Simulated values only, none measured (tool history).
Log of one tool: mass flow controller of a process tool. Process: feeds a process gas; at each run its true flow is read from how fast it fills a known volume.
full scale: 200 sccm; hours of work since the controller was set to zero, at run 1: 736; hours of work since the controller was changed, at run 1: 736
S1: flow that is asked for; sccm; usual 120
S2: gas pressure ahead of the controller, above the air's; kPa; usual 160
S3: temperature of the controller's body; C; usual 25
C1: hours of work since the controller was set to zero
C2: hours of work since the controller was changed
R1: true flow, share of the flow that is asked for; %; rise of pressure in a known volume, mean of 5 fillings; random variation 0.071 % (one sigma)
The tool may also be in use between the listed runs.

run	hour	S1	S2	S3	C1	C2	R1
1	0.0	120	160	25	736	736	99.29
2	169.9	120	160	27	840	840	99.17
3	492.9	120	160	27	1037	1037	98.95
4	680.6	120	160	27	1152	1152	98.96
5	989.9	51	160	25	1341	1341	98.31
6	1271.5	120	160	25	1513	1513	98.85
7	1464.8	120	160	25	1632	1632	98.73
8	1675.5	120	160	25	1760	1760	98.64
9	2006.3	120	160	25	1963	1963	98.66
10	2335.6	120	279	25	2164	2164	97.65
11	2612.2	120	160	25	2333	2333	98.39
12	2905.1	120	160	25	2512	2512	98.27
13	3071.6	120	160	25	2614	2614	98.18
14	3413.7	120	160	25	2823	2823	98.03
15	3661.7	120	160	25	2975	2975	97.92
16	3985.4	120	160	25	3173	3173	97.81
17	4124.5	153	160	25	3258	3258	98.04
# hour 4139.6: controller's zero set anew
18	4354.4	153	160	25	131	3398	97.84
19	4495.0	120	266	25	217	3484	96.72
20	4656.0	25	246	24	316	3582	94.13
21	4853.9	100	220	29	437	3703	96.52
22	4992.6	100	183	29	521	3788	96.82
23	5260.0	100	183	29	685	3951	96.59
24	5539.1	100	243	29	856	4122	96.13
25	5861.4	100	243	29	1053	4319	95.86
26	6154.6	55	148	29	1232	4498	95.43
# hour 6197.8: controller's zero set anew, once more
27	6465.2	55	148	29	163	4688	96.76
28	6682.4	36	160	29	296	4821	96.45

Measured less the same run without the tool's hidden state. The same run-to-run variation is in both; the gauge's scatter may not be:
The hidden state here: flow at rest that the sensor doesn't see, % of full scale; true flow over the shown one, %; drift of the gauge itself on true_pct, %.
run	R1
1	-0.39
2	-0.45
3	-0.57
4	-0.65
5	-1.01
6	-0.87
7	-0.94
8	-1.02
9	-1.16
10	-1.29
11	-1.40
12	-1.52
13	-1.59
14	-1.73
15	-1.82
16	-1.94
17	-1.91
18	-2.09
19	-2.25
20	-4.43
21	-2.52
22	-2.58
23	-2.68
24	-2.79
25	-2.93
26	-3.70
27	-2.45
28	-2.62

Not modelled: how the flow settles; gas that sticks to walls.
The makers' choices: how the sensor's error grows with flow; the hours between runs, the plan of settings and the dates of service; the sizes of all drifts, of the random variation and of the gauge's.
